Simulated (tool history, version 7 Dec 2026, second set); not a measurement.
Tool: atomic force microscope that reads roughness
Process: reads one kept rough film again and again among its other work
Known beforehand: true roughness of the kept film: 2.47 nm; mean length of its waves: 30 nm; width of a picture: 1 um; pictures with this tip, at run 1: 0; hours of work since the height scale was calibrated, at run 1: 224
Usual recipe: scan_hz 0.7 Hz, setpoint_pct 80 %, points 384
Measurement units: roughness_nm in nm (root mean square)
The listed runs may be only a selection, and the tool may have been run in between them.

run,hour,scan_hz,setpoint_pct,points,pictures with this tip,hours of work since the height scale was calibrated,roughness_nm
1,0,0.7,80,384,0,224,2.247
2,7.8,0.7,76,384,11,229,2.215
3,24.1,0.7,87,384,35,241,2.144
4,36.1,0.7,87,384,52,249,2.123
5,49.6,0.7,87,384,71,258,2.104
6,62.6,0.7,87,361,90,267,2.057
7,73.6,0.7,87,361,106,275,2.033
8,89.2,0.7,87,361,129,286,1.986
9,101.2,0.7,80,384,146,294,1.974

Run 10, settings as shown, results not yet in. Your forecast:
10,114.1,0.7,80,384,165,303,?

{"run 10": {"roughness_nm": 1.96}}
Had the tool carried no hidden state, the very same run would have given roughness_nm 2.222 nm (root mean square).

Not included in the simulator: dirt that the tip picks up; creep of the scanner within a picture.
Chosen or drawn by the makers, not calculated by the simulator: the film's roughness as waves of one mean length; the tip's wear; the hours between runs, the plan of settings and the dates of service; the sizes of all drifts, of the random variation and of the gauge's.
